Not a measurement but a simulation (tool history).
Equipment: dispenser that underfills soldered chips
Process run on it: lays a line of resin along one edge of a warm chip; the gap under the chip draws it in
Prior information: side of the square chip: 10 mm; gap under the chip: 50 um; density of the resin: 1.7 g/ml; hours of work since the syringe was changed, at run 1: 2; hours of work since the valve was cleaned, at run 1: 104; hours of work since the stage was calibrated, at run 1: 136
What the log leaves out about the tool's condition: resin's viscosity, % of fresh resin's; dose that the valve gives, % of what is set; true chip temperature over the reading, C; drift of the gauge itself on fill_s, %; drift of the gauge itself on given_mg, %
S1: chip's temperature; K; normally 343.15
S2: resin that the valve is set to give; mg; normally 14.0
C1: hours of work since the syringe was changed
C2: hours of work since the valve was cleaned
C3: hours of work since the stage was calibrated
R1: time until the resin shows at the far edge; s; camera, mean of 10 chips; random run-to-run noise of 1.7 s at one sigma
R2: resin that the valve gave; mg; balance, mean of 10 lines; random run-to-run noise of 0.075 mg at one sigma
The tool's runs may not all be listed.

| run | day | S1 | S2 | C1 | C2 | C3 | R1 | R2 |
|---|---|---|---|---|---|---|---|---|
| 1 | 0.000 | 343.15 | 14.0 | 2 | 104 | 136 | 191.3 | 12.96 |
| 2 | 0.258 | 343.15 | 14.0 | 6 | 108 | 140 | 226.4 | 12.94 |
|  | 0.471 | new syringe of resin |
| 3 | 0.567 | 343.15 | 14.1 | 1 | 112 | 145 | 185.7 | 13.01 |
| 4 | 0.704 | 343.15 | 14.1 | 4 | 115 | 147 | 201.5 | 13.02 |
| 5 | 0.829 | 343.15 | 14.0 | 6 | 117 | 149 | 221.3 | 12.88 |
|  | 1.067 | new syringe of resin |
|  | 1.108 | dispensing valve cleaned and set on the balance |
| 6 | 1.117 | 343.15 | 14.0 | 0 | 0 | 153 | 176.6 | 14.03 |
| 7 | 1.412 | 329.15 | 14.0 | 5 | 5 | 157 | 469.8 | 13.96 |
|  | 1.704 | new syringe of resin |
| 8 | 1.704 | 343.15 | 14.0 | 0 | 9 | 162 | 174.1 | 13.76 |
| 9 | 1.833 | 343.15 | 14.0 | 2 | 11 | 164 | 186.9 | 13.85 |
| 10 | 1.958 | 343.15 | 14.0 | 4 | 13 | 166 | 200.7 | 13.98 |
| 11 | 2.146 | 343.15 | 14.0 | 7 | 16 | 169 | 227.7 | 13.97 |
|  | 2.317 | new syringe of resin |
| 12 | 2.421 | 343.15 | 14.0 | 2 | 21 | 173 | 187.5 | 13.85 |
| 13 | 2.625 | 343.15 | 14.0 | 5 | 24 | 176 | 209.6 | 13.73 |
| 14 | 2.758 | 343.15 | 14.0 | 7 | 26 | 178 | 226.4 | 13.75 |
|  | 2.933 | new syringe of resin |
| 15 | 3.067 | 343.15 | 14.0 | 2 | 31 | 183 | 193.1 | 13.70 |
| 16 | 3.267 | 357.15 | 13.6 | 5 | 34 | 186 | 104.4 | 13.34 |
| 17 | 3.475 | 354.15 | 14.1 | 9 | 37 | 190 | 140.2 | 13.75 |
|  | 3.529 | new syringe of resin |
| 18 | 3.746 | 358.15 | 12.3 | 3 | 41 | 194 | 91.4 | 11.89 |
| 19 | 3.971 | 358.15 | 14.9 | 7 | 45 | 197 | 101.1 | 14.50 |
|  | 4.129 | new syringe of resin |
| 20 | 4.262 | 349.15 | 17.2 | 2 | 49 | 202 | 133.6 | 16.65 |
| 21 | 4.542 | 343.15 | 13.6 | 7 | 54 | 206 | 226.9 | 13.18 |
| 22 | 4.679 | 343.15 | 13.6 | 9 | 56 | 208 | 249.1 | 12.99 |
|  | 4.733 | new syringe of resin |
| 23 | 4.900 | 333.15 | 14.0 | 3 | 59 | 212 | 331.5 | 13.55 |
| 24 | 5.150 | 341.15 | 12.7 | 7 | 63 | 216 | 251.9 | 12.18 |

For each entry between runs, how does the tool's hidden state at the last listed run before it compare with that at the first listed run after it?
Between runs 2 and 3: new syringe of resin (day 0.471)
  resin's viscosity, % of fresh resin's: 127.8 -> 106.8; dose that the valve gives, % of what is set: 92.61 -> 92.29; true chip temperature over the reading, C: -0.81 -> -0.82
  measured result minus the result with no hidden state, R1: +58.4 -> +20.8 s; R2: -1.03 -> -1.09 mg
Between runs 5 and 6: new syringe of resin (day 1.067); dispensing valve cleaned and set on the balance (day 1.108)
  resin's viscosity, % of fresh resin's: 124.9 -> 101.2; dose that the valve gives, % of what is set: 92.01 -> 100.21; true chip temperature over the reading, C: -0.83 -> -0.84
  measured result minus the result with no hidden state, R1: +53.7 -> +9.9 s; R2: -1.12 -> +0.03 mg
Between runs 7 and 8: new syringe of resin (day 1.704)
  resin's viscosity, % of fresh resin's: 120.9 -> 100; dose that the valve gives, % of what is set: 99.89 -> 99.6; true chip temperature over the reading, C: -0.85 -> -0.86
  measured result minus the result with no hidden state, R1: +100.1 -> +8.0 s; R2: -0.02 -> -0.06 mg
Between runs 11 and 12: new syringe of resin (day 2.317)
  resin's viscosity, % of fresh resin's: 130 -> 106.3; dose that the valve gives, % of what is set: 99.15 -> 98.87; true chip temperature over the reading, C: -0.88 -> -0.89
  measured result minus the result with no hidden state, R1: +61.0 -> +19.6 s; R2: -0.12 -> -0.16 mg
Between runs 14 and 15: new syringe of resin (day 2.933)
  resin's viscosity, % of fresh resin's: 129.9 -> 110.3; dose that the valve gives, % of what is set: 98.5 -> 98.19; true chip temperature over the reading, C: -0.9 -> -0.91
  measured result minus the result with no hidden state, R1: +60.6 -> +26.7 s; R2: -0.21 -> -0.26 mg
Between runs 17 and 18: new syringe of resin (day 3.529)
  resin's viscosity, % of fresh resin's: 140.8 -> 111.9; dose that the valve gives, % of what is set: 97.75 -> 97.48; true chip temperature over the reading, C: -0.93 -> -0.94
  measured result minus the result with no hidden state, R1: +45.4 -> +13.8 s; R2: -0.31 -> -0.31 mg
Between runs 19 and 20: new syringe of resin (day 4.129)
  resin's viscosity, % of fresh resin's: 127.9 -> 107.7; dose that the valve gives, % of what is set: 97.24 -> 96.94; true chip temperature over the reading, C: -0.95 -> -0.96
  measured result minus the result with no hidden state, R1: +25.9 -> +15.8 s; R2: -0.41 -> -0.52 mg
Between runs 22 and 23: new syringe of resin (day 4.733)
  resin's viscosity, % of fresh resin's: 138 -> 108.9; dose that the valve gives, % of what is set: 96.48 -> 96.27
  measured result minus the result with no hidden state, R1: +78.6 -> +44.9 s; R2: -0.48 -> -0.53 mg
